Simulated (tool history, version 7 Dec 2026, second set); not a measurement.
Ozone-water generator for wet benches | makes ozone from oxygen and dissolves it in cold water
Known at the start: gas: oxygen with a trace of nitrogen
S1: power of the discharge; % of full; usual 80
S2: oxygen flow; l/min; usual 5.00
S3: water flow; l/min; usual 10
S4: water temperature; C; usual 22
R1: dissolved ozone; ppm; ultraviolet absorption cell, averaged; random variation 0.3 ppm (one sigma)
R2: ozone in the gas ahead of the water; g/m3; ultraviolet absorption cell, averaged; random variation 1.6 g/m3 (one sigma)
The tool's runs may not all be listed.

{"run": 1, "hour": 0.0, "S1": 80, "S2": 5.0, "S3": 10, "S4": 22, "R1": 43.8, "R2": 286.3}
{"run": 2, "hour": 53.9, "S1": 80, "S2": 5.0, "S3": 10, "S4": 22, "R1": 43.7, "R2": 287.3}
{"run": 3, "hour": 116.2, "S1": 80, "S2": 5.0, "S3": 10, "S4": 22, "R1": 44.1, "R2": 284.6}
{"run": 4, "hour": 200.6, "S1": 80, "S2": 5.0, "S3": 10, "S4": 22, "R1": 43.5, "R2": 280.6}
{"run": 5, "hour": 283.0, "S1": 80, "S2": 5.0, "S3": 10, "S4": 22, "R1": 43.9, "R2": 284.2}
{"run": 6, "hour": 383.9, "S1": 80, "S2": 5.0, "S3": 10, "S4": 22, "R1": 43.6, "R2": 280.5}
{"run": 7, "hour": 436.3, "S1": 80, "S2": 5.0, "S3": 10, "S4": 22, "R1": 43.8, "R2": 283.8}
{"run": 8, "hour": 542.7, "S1": 80, "S2": 5.0, "S3": 10, "S4": 22, "R1": 43.2, "R2": 280.8}
{"run": 9, "hour": 650.4, "S1": 80, "S2": 5.0, "S3": 11, "S4": 22, "R1": 40.9, "R2": 281.0}
{"run": 10, "hour": 746.2, "S1": 80, "S2": 5.0, "S3": 11, "S4": 22, "R1": 40.5, "R2": 278.1}
{"run": 11, "hour": 798.0, "S1": 80, "S2": 5.0, "S3": 10, "S4": 22, "R1": 42.8, "R2": 282.5}
{"run": 12, "hour": 874.7, "S1": 80, "S2": 2.86, "S3": 10, "S4": 22, "R1": 41.3, "R2": 342.4}
{"run": 13, "hour": 964.3, "S1": 80, "S2": 2.86, "S3": 10, "S4": 22, "R1": 41.3, "R2": 343.1}
{"run": 14, "hour": 1037.5, "S1": 80, "S2": 3.06, "S3": 10, "S4": 22, "R1": 42.1, "R2": 335.4}
{"run": 15, "hour": 1143.2, "S1": 80, "S2": 3.06, "S3": 10, "S4": 22, "R1": 41.3, "R2": 335.3}
{"run": 16, "hour": 1215.7, "S1": 80, "S2": 3.06, "S3": 10, "S4": 22, "R1": 41.7, "R2": 334.0}
{"run": 17, "hour": 1275.8, "S1": 80, "S2": 3.09, "S3": 9, "S4": 22, "R1": 43.8, "R2": 331.3}
{"run": 18, "hour": 1358.3, "S1": 80, "S2": 3.09, "S3": 9, "S4": 22, "R1": 43.7, "R2": 334.2}
{"run": 19, "hour": 1438.2, "S1": 80, "S2": 4.4, "S3": 7, "S4": 22, "R1": 49.5, "R2": 289.4}
{"run": 20, "hour": 1548.7, "S1": 80, "S2": 4.4, "S3": 7, "S4": 22, "R1": 49.1, "R2": 289.7}
{"run": 21, "hour": 1596.3, "S1": 80, "S2": 4.4, "S3": 7, "S4": 22, "R1": 48.6, "R2": 287.8}
{"run": 22, "hour": 1660.6, "S1": 80, "S2": 4.4, "S3": 7, "S4": 22, "R1": 49.7, "R2": 284.7}
{"run": 23, "hour": 1725.9, "S1": 80, "S2": 4.4, "S3": 7, "S4": 22, "R1": 50.1, "R2": 286.7}
{"run": 24, "hour": 1826.4, "S1": 41, "S2": 4.22, "S3": 16, "S4": 15, "R1": 20.9, "R2": 168.9}
{"run": 25, "hour": 1877.5, "S1": 49, "S2": 7.34, "S3": 7, "S4": 21, "R1": 32.4, "R2": 158.5}
{"run": 26, "hour": 1977.9, "S1": 61, "S2": 7.21, "S3": 12, "S4": 16, "R1": 34.7, "R2": 191.5}
{"run": 27, "hour": 2075.3, "S1": 61, "S2": 7.21, "S3": 12, "S4": 16, "R1": 34.8, "R2": 190.6}
{"run": 28, "hour": 2153.5, "S1": 53, "S2": 6.51, "S3": 12, "S4": 19, "R1": 29.0, "R2": 177.5}
{"run": 29, "hour": 2255.1, "S1": 53, "S2": 6.51, "S3": 12, "S4": 19, "R1": 29.2, "R2": 179.2}
{"run": 30, "hour": 2356.8, "S1": 53, "S2": 6.51, "S3": 12, "S4": 19, "R1": 29.0, "R2": 176.6}
{"run": 31, "hour": 2423.3, "S1": 59, "S2": 6.51, "S3": 12, "S4": 16, "R1": 33.7, "R2": 193.2}
{"run": 32, "hour": 2476.0, "S1": 59, "S2": 6.51, "S3": 12, "S4": 16, "R1": 33.7, "R2": 191.7}

Not shown: 2 entries that the log had between the listed runs. Between which runs, and how does the tool's hidden state differ before and after?
Between runs 19 and 20: contactor cleaned (hour 1449.6)
  yield of the discharge, % of new electrodes': 92.9 -> 92.7; contactor's efficiency, % of a clean one's: 96.5 -> 94.2; true water temperature over the reading, C: 0.21 -> 0.22
  measured less the result without the state, R1: -5.0 -> -5.5 ppm; R2: -24.8 -> -25.5 g/m3
Between runs 22 and 23: contactor cleaned, once more (hour 1720.7)
  yield of the discharge, % of new electrodes': 92.4 -> 92.3; contactor's efficiency, % of a clean one's: 94.1 -> 99.7
  measured less the result without the state, R1: -5.7 -> -4.9 ppm; R2: -26.0 -> -26.7 g/m3
